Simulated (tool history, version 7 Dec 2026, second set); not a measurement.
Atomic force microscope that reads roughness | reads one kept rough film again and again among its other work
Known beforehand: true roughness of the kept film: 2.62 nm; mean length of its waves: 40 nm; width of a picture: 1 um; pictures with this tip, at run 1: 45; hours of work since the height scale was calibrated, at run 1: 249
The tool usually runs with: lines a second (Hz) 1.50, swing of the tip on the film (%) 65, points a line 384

run	day	lines a second (Hz)	swing of the tip on the film (%)	points a line	pictures with this tip	hours of work since the height scale was calibrated	roughness of the kept film (nm (root mean square))
1	0.000	1.50	65	384	45	249	2.248
2	0.283	1.50	65	384	55	254	2.233
3	0.733	1.50	65	416	71	260	2.204
4	1.188	1.50	65	416	88	266	2.161
5	1.567	1.50	65	364	101	272	2.139
# day 1.642: height scale calibrated on a step standard
6	1.958	1.30	65	384	114	5	2.128
7	2.346	1.30	65	384	128	10	2.120
8	2.575	1.30	65	384	136	13	2.109
9	3.012	1.50	65	384	152	19	2.079
10	3.375	2.08	65	384	165	25	2.021
# day 3.488: height scale calibrated on a step standard, once more
11	3.696	1.16	71	313	175	3	2.026
12	4.033	1.35	65	361	187	8	2.023
13	4.296	1.35	65	361	197	11	2.004
14	4.579	2.98	65	790	207	15	1.888
15	4.925	0.59	55	385	220	20	2.038
# day 5.154: new tip fitted
16	5.162	0.59	90	269	0	23	2.251
17	5.592	2.09	65	290	16	30	2.242

Predict each of these 3 candidate next runs independently; none follows another, all start after run 17:
A	5.817	2.24	65	384	24	33	?
B	5.817	3.26	68	995	24	33	?
C	5.817	2.09	59	301	24	33	?

run	roughness of the kept film (nm (root mean square))
A	2.208
B	2.089
C	2.278
With no hidden state in the tool, these same runs would have given:
run	roughness of the kept film (nm (root mean square))
A	2.264
B	2.143
C	2.336
